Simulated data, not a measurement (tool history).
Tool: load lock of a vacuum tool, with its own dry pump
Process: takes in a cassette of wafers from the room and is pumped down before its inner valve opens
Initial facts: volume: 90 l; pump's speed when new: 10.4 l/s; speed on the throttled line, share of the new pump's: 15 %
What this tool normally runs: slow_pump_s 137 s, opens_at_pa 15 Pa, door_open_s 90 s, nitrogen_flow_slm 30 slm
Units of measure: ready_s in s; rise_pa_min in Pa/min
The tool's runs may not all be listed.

run    hour  slow_pump_s  opens_at_pa  door_open_s  nitrogen_flow_slm  incoming humidity of the room's air, %  ready_s  rise_pa_min
  1     0.0          137           15           90                 30                                    46.5    193.6        0.304
  2    70.5          137           15           90                 30                                    44.0    194.6        0.316
  3   157.1          137           15           90                 30                                    48.6    194.5        0.324
  4   233.5          137           15           90                 30                                    44.5    194.7        0.329
  5   313.8          137           15           90                 30                                    49.0    194.7        0.336
  6   443.1          137           15           90                 30                                    45.7    193.0        0.343
  7   519.6          137           15           90                 30                                    39.8    194.9        0.356
  8   638.6          137           15           90                 30                                    47.0    194.3        0.370
  9   729.3          137           15           90                 30                                    42.8    194.8        0.379
 10   850.8          137           15           90                 30                                    42.7    193.0        0.387
 11  1008.0          204           15           90                 30                                    43.0    253.3        0.411
 12  1174.6          137           15           90                 30                                    45.2    195.2        0.416
 13  1265.7          137           11           90                 30                                    42.3    196.4        0.436
 14  1383.7          137           11           90                 30                                    42.3    197.4        0.445
 15  1501.3          137           15           37                 30                                    48.3    195.7        0.446
 16  1649.8          137           15           37                 30                                    41.4    195.4        0.462
 17  1728.2          137           15           37                 30                                    45.3    195.1        0.479
 18  1889.9          137           15           37                 30                                    45.6    195.1        0.499
 19  1976.4           72           15          125                 15                                    48.1    139.7        0.531
 20  2130.1          142           25          125                 15                                    45.5    193.5        0.552
 21  2223.8          142           25          125                 15                                    44.6    194.0        0.569
 22  2388.6          142           25          125                 15                                    45.3    196.0        0.580
 23  2515.6          136           25          125                 35                                    42.0    189.4        0.586
 24  2631.5          136           25          125                 35                                    46.5    191.2        0.586
 25  2748.3          137           19           90                 27                                    45.8    194.3        0.620
 26  2817.6          103           15           49                  7                                    43.2    166.2        0.620
 27  2913.0          103           15           49                  7                                    41.2    166.9        0.637
 28  3060.0          103           15           49                  7                                    43.8    166.5        0.658
 29  3182.3          137           15          185                 30                                    44.1    194.8        0.672
 30  3266.9          137           15          228                  5                                    44.8    195.1        0.738
 31  3399.3          137           15          228                  5                                    44.9    196.0        0.754
     3502.7  -- door's seal changed, seat wiped
 32  3551.0           94           15          162                 30                                    46.6    159.9        0.049
 33  3706.2          137           27           90                 41                                    44.8    189.7        0.035
 34  3799.8          137           15           90                  5                                    46.9    195.1        0.059
 35  3918.0          137           24          181                 30                                    45.4    192.0        0.057
 36  4076.6          137           24          181                 30                                    48.2    192.1        0.073

Below are 4 alternative next runs, each starting from the tool's condition after run 36. Predict each:
  A  4207.0          110           19           90                 35                                    46.7        ?            ?
  B  4207.0          129           15          216                 30                                    45.9        ?            ?
  C  4207.0          137           24          181                 40                                    43.0        ?            ?
  D  4207.0          137           24          181                 14                                    45.2        ?            ?

run  ready_s  rise_pa_min
  A    172.6        0.051
  B    189.6        0.075
  C    192.3        0.062
  D    193.3        0.080
With no hidden state in the tool, these same runs would have given:
run  ready_s  rise_pa_min
  A    169.7        0.029
  B    186.7        0.053
  C    189.6        0.040
  D    190.6        0.057
